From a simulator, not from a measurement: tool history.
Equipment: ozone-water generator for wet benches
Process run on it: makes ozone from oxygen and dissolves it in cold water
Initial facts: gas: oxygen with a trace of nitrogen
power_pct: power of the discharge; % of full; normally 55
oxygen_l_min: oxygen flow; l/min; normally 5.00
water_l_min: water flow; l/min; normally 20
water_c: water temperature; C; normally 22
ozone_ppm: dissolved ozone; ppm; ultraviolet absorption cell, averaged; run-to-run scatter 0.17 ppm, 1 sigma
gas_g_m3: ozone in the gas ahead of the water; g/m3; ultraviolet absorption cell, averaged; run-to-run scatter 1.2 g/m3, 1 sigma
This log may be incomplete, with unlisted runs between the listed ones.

run,day,power_pct,oxygen_l_min,water_l_min,water_c,ozone_ppm,gas_g_m3
1,0.000,55,5.00,20,22,20.3,210.4
2,3.754,55,5.00,13,22,28.3,210.1
3,6.975,55,5.00,13,22,28.0,210.7
4,11.504,55,5.15,20,22,20.3,208.2
5,16.450,55,5.15,20,22,20.3,207.3
6,23.842,55,4.32,20,22,19.7,220.3
7,30.429,55,4.32,20,22,19.6,220.7
8,35.433,98,5.00,13,22,42.0,312.8
9,39.200,98,5.00,13,22,41.4,311.9
10,44.012,55,3.15,20,22,18.2,250.2

Forecast each of these 3 alternatives for the next run:
A,49.721,55,3.15,29,16,?,?
B,49.721,64,5.00,20,16,?,?
C,49.721,47,4.79,20,22,?,?

run,ozone_ppm,gas_g_m3
A,13.0,247.0
B,23.8,228.9
C,17.8,187.7
Take away the tool's hidden state, keep each run's random variation, and the runs would have read:
run,ozone_ppm,gas_g_m3
A,14.5,271.9
B,27.0,255.2
C,19.6,203.9

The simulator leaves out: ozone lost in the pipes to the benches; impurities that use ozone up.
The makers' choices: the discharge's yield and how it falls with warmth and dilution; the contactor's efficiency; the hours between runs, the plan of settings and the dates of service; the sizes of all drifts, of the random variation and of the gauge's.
